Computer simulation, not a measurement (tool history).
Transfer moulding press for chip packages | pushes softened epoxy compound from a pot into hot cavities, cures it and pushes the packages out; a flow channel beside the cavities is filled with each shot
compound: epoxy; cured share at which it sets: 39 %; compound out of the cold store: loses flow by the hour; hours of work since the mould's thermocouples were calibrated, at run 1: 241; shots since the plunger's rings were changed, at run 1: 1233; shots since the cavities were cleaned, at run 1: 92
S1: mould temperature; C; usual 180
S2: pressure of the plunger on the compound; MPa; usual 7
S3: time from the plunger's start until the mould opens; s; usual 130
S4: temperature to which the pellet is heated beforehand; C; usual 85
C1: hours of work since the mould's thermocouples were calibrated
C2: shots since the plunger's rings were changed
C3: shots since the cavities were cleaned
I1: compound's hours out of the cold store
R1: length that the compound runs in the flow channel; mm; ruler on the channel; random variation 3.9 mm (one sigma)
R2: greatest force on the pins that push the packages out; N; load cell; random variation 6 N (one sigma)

run    day   S1    S2   S3  S4   C1    C2   C3    I1   R1   R2
  1      0  180     7  130  85  241  1233   92   8.7  898  270
  2  0.279  180     7  130  85  245  1294  153    30  838  271
  3    0.5  180     7  130  85  248  1342  201  46.1  791  282
  4  0.712  180     7  130  85  251  1388  247  21.7  861  324
  5  0.946  180     7  130  85  255  1439  298  37.2  814  332
  6   1.35  180     7  130  85  260  1527  386  39.6  812  343
  7  1.758  180     7  130  85  266  1617  476  14.3  878  374
  8  2.221  180     7  130  85  273  1718  577  29.8  832  391
  9  2.583  180     7  130  85  278  1797  656  16.8  867  423
 10  2.892  180     7  130  85  283  1864  723  40.9  811  405
 11  3.225  180     7  130  85  287  1937  796  32.3  826  413
 12  3.471  180     7  130  85  291  1992  851  11.3  883  431
 13  3.933  177     7  130  85  298  2092  951  22.5  868  506
     4.038  -- cavities cleaned with cleaning compound and waxed
 14  4.392  177     7  130  85  303  2179   78  25.5  851  298
 15  4.771  177     7  130  85  309  2261  160  13.8  888  346
 16  5.083  185  7.46  136  84  313  2330  229   8.6  896  288
 17  5.479  185  7.46  136  81  319  2416  315  12.8  889  297
 18  5.804  185  7.46  136  81  323  2487  386    33  824  311

The next listed run, before its measurement:
 19  6.121  185  7.46  136  81  328  2557  456  31.3   ?   ?

{"run 19": {"R1": 830, "R2": 333}}
Without the tool's hidden state the same run would have given R1 854 mm, R2 201 N.
